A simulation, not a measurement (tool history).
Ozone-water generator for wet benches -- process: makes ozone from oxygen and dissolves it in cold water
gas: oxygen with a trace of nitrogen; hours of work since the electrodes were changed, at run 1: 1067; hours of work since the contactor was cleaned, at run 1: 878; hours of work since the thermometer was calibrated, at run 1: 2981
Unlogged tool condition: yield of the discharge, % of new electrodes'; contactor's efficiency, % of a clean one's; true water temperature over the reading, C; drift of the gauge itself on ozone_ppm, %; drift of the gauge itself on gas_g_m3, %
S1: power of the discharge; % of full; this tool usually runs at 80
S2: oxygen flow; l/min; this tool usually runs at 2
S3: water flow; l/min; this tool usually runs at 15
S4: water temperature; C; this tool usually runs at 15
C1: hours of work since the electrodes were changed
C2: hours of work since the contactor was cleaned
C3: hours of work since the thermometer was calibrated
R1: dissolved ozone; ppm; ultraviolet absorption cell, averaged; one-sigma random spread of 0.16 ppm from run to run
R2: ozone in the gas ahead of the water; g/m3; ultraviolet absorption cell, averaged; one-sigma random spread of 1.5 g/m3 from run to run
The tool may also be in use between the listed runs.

Run 1, hour 0: usual settings; C1 1067; C2 878; C3 2981. Result: R1 21 ppm, R2 279.1 g/m3.
Run 2, hour 56.5: usual settings; C1 1109; C2 920; C3 3023. Result: R1 21.2 ppm, R2 277.8 g/m3.
Run 3, hour 105.1: usual settings; C1 1144; C2 956; C3 3059. Result: R1 21 ppm, R2 277.7 g/m3.
Run 4, hour 138: usual settings; C1 1169; C2 980; C3 3083. Result: R1 21 ppm, R2 278.4 g/m3.
Run 5, hour 189.3: usual settings; C1 1207; C2 1018; C3 3121. Result: R1 21 ppm, R2 276.6 g/m3.
Run 6, hour 225.3: usual settings; C1 1233; C2 1044; C3 3147. Result: R1 20.9 ppm, R2 277.8 g/m3.
Run 7, hour 260.3: usual settings but S3 18 l/min; C1 1259; C2 1070; C3 3173. Result: R1 17.4 ppm, R2 280 g/m3.
Run 8, hour 297.2: usual settings but S3 18 l/min; C1 1286; C2 1097; C3 3200. Result: R1 17.7 ppm, R2 277.7 g/m3.
Run 9, hour 346.5: usual settings; C1 1322; C2 1133; C3 3237. Result: R1 21.1 ppm, R2 276.8 g/m3.
Run 10, hour 387.9: usual settings; C1 1353; C2 1164; C3 3267. Result: R1 21.1 ppm, R2 276.5 g/m3.
Run 11, hour 416.1: usual settings; C1 1374; C2 1185; C3 3288. Result: R1 21.1 ppm, R2 277.9 g/m3.
Run 12, hour 439.8: usual settings; C1 1391; C2 1202; C3 3305. Result: R1 21 ppm, R2 278.2 g/m3.
Run 13, hour 468.7: usual settings but S2 1.7 l/min; C1 1412; C2 1224; C3 3327. Result: R1 19.7 ppm, R2 294.4 g/m3.
Run 14, hour 516.3: usual settings but S2 1.7 l/min; C1 1448; C2 1259; C3 3362. Result: R1 19.9 ppm, R2 292.1 g/m3.
Run 15, hour 568: usual settings but S2 1.7 l/min; C1 1486; C2 1297; C3 3400. Result: R1 19.9 ppm, R2 292.7 g/m3.
Run 16, hour 593.6: usual settings but S2 1.7 l/min; C1 1504; C2 1316; C3 3419. Result: R1 19.7 ppm, R2 291.3 g/m3.
Run 17, hour 636.3: usual settings; C1 1536; C2 1347; C3 3450. Result: R1 21.2 ppm, R2 277.7 g/m3.
Run 18, hour 664.5: usual settings but S1 62 % of full, S4 23 C; C1 1557; C2 1368; C3 3471. Result: R1 15.9 ppm, R2 228.3 g/m3.
Run 19, hour 708.4: usual settings but S1 44 % of full, S2 2.82 l/min, S3 24 l/min, S4 10 C; C1 1589; C2 1400; C3 3503. Result: R1 9.9 ppm, R2 155 g/m3.
Run 20, hour 741.3: usual settings but S1 44 % of full, S2 2.82 l/min, S3 24 l/min, S4 10 C; C1 1613; C2 1424; C3 3528. Result: R1 9.6 ppm, R2 155.5 g/m3.
Run 21, hour 787.7: usual settings but S1 76 % of full, S3 10 l/min, S4 9 C; C1 1648; C2 1459; C3 3562. Result: R1 31.3 ppm, R2 266.6 g/m3.
Run 22, hour 821.6: usual settings but S1 54 % of full, S3 10 l/min, S4 9 C; C1 1673; C2 1484; C3 3587. Result: R1 24 ppm, R2 205.6 g/m3.
Run 23, hour 866.5: usual settings but S1 46 % of full, S2 1.63 l/min, S3 19 l/min, S4 10 C; C1 1706; C2 1517; C3 3620. Result: R1 10.2 ppm, R2 193.5 g/m3.
Run 24, hour 918.7: usual settings but S1 46 % of full, S2 1.63 l/min, S3 19 l/min, S4 10 C; C1 1744; C2 1555; C3 3658. Result: R1 10.3 ppm, R2 195.3 g/m3.
Run 25, hour 962.2: usual settings but S1 46 % of full, S2 1.94 l/min, S3 19 l/min, S4 8 C; C1 1776; C2 1587; C3 3690. Result: R1 11.2 ppm, R2 181.3 g/m3.
Run 26, hour 1018.4: usual settings but S1 46 % of full, S2 1.94 l/min, S3 19 l/min, S4 8 C; C1 1818; C2 1629; C3 3732. Result: R1 11.2 ppm, R2 183.4 g/m3.
Run 27, hour 1056.4: usual settings but S1 46 % of full, S2 1.94 l/min, S3 19 l/min, S4 8 C; C1 1846; C2 1657; C3 3760. Result: R1 11 ppm, R2 184.1 g/m3.
Run 28, hour 1100: usual settings but S1 64 % of full; C1 1878; C2 1689; C3 3792. Result: R1 17.6 ppm, R2 234.1 g/m3.
Run 29, hour 1124: usual settings but S1 64 % of full, S2 3.1 l/min, S4 8 C; C1 1895; C2 1706; C3 3810. Result: R1 22.2 ppm, R2 202.2 g/m3.
Run 30, hour 1148.2: usual settings but S1 64 % of full, S2 3.13 l/min, S3 18 l/min, S4 8 C; C1 1913; C2 1724; C3 3827. Result: R1 18.7 ppm, R2 201.8 g/m3.
Run 31, hour 1198.4: usual settings but S3 22 l/min; C1 1950; C2 1761; C3 3864. Result: R1 14.3 ppm, R2 277 g/m3.
Run 32, hour 1239.3: usual settings but S3 22 l/min; C1 1980; C2 1792; C3 3895. Result: R1 14.1 ppm, R2 274.9 g/m3.
Run 33, hour 1281.9: usual settings but S3 22 l/min; C1 2012; C2 1823; C3 3926. Result: R1 14.1 ppm, R2 277.2 g/m3.
Run 34, hour 1337.5: usual settings but S1 43 % of full; C1 2053; C2 1864; C3 3967. Result: R1 13.3 ppm, R2 172.9 g/m3.

Each row is a separate what-if for the run after 34, all from the same tool condition, not one after another. Results?
Run A, hour 1390.3: usual settings but S2 1.86 l/min, S3 18 l/min; C1 2092; C2 1903; C3 4006. Result: R1 ?, R2 ?.
Run B, hour 1390.3: usual settings but S1 77 % of full, S2 2.76 l/min, S3 18 l/min; C1 2092; C2 1903; C3 4006. Result: R1 ?, R2 ?.
Run C, hour 1390.3: usual settings but S1 45 % of full, S2 2.38 l/min, S3 23 l/min; C1 2092; C2 1903; C3 4006. Result: R1 ?, R2 ?.

run    R1     R2
  A    17  286.3
  B  19.3  242.4
  C   9.2  168.8
With the hidden condition removed and each run's random variation left untouched, the same runs would have given:
run    R1     R2
  A    17  286.4
  B  19.3  242.5
  C   9.2  168.9
